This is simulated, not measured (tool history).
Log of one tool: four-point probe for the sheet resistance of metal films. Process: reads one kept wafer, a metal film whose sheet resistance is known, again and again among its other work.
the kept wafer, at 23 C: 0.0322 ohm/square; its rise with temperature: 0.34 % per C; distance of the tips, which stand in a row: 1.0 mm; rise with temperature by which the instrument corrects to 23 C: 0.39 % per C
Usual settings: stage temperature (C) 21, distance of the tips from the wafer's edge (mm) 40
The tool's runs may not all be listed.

| run | day | stage temperature (C) | distance of the tips from the wafer's edge (mm) | sheet resistance as the instrument gives it (ohm/square) |
|---|---|---|---|---|
| 1 | 0.000 | 21 | 40 | 0.032159 |
| 2 | 3.517 | 21 | 40 | 0.032139 |
| 3 | 7.354 | 21 | 40 | 0.032116 |
|  | 8.488 | stage's thermometer calibrated |
| 4 | 11.479 | 21 | 50 | 0.032120 |
| 5 | 14.292 | 25 | 50 | 0.032017 |
|  | 14.671 | new probe head fitted |
| 6 | 16.854 | 30 | 40 | 0.032165 |
| 7 | 19.771 | 21 | 11 | 0.032437 |
| 8 | 21.712 | 21 | 11 | 0.032423 |
|  | 22.700 | stage's thermometer calibrated, once more |
| 9 | 25.712 | 21 | 11 | 0.032279 |
| 10 | 28.783 | 27 | 40 | 0.032015 |
| 11 | 31.467 | 27 | 40 | 0.031995 |
| 12 | 34.654 | 27 | 40 | 0.031989 |
| 13 | 36.646 | 21 | 40 | 0.032073 |
| 14 | 39.358 | 21 | 40 | 0.032061 |
| 15 | 41.250 | 21 | 40 | 0.032056 |
| 16 | 44.767 | 31 | 40 | 0.031853 |
| 17 | 47.404 | 23 | 54 | 0.031968 |
| 18 | 51.271 | 26 | 6 | 0.032360 |
| 19 | 53.225 | 25 | 10 | 0.032071 |
| 20 | 55.112 | 25 | 10 | 0.032065 |
| 21 | 59.375 | 30 | 6 | 0.032242 |
| 22 | 63.604 | 30 | 6 | 0.032219 |
| 23 | 66.912 | 21 | 30 | 0.031913 |
|  | 69.108 | new probe head fitted |
| 24 | 70.862 | 19 | 6 | 0.032829 |

Run 25 comes next. What will it give?
| 25 | 73.221 | 19 | 5 | ? |

Run 25 gave sheet resistance as the instrument gives it (ohm/square) 0.033021.
Without the tool's hidden state the same run would have given sheet resistance as the instrument gives it (ohm/square) 0.032953.
